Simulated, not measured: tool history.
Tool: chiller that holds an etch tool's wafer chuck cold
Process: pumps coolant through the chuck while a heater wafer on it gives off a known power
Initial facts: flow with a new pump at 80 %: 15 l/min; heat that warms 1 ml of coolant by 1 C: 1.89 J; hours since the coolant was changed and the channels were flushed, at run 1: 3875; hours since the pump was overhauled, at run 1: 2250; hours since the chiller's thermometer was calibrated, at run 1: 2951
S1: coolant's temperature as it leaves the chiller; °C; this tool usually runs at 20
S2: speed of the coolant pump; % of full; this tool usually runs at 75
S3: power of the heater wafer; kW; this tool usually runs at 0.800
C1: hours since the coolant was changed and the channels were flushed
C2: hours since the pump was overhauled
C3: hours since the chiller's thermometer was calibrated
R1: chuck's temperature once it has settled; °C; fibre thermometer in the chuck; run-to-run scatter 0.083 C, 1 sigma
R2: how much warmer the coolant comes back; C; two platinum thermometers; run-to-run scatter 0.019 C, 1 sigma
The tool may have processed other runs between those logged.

| run | hour | S1 | S2 | S3 | C1 | C2 | C3 | R1 | R2 |
|---|---|---|---|---|---|---|---|---|---|
| 1 | 0.0 | 20 | 75 | 0.800 | 3875 | 2250 | 2951 | 25.47 | 1.77 |
| 2 | 60.7 | 20 | 75 | 0.800 | 3936 | 2311 | 3011 | 25.54 | 1.79 |
| 3 | 164.1 | 17 | 75 | 0.800 | 4039 | 2414 | 3115 | 22.49 | 1.82 |
| 4 | 219.0 | 17 | 75 | 0.800 | 4094 | 2469 | 3170 | 22.42 | 1.81 |
| 5 | 334.9 | 17 | 75 | 0.800 | 4210 | 2585 | 3286 | 22.47 | 1.79 |
| 6 | 447.5 | 20 | 75 | 0.800 | 4323 | 2698 | 3398 | 25.50 | 1.81 |
| 7 | 505.7 | 13 | 75 | 0.800 | 4381 | 2756 | 3456 | 18.43 | 1.79 |
| 8 | 592.7 | 13 | 75 | 0.800 | 4468 | 2843 | 3543 | 18.38 | 1.81 |
| 9 | 664.4 | 13 | 75 | 0.800 | 4539 | 2915 | 3615 | 18.56 | 1.81 |

The next listed run, before its measurement:
| 10 | 722.5 | 13 | 75 | 0.800 | 4598 | 2973 | 3673 | ? | ? |

Run 10 yielded R1 18.50 °C, R2 1.80 C.
Take away the tool's hidden state, keep the run-to-run variation as it was, and the same run would have given R1 18.48 °C, R2 1.80 C.
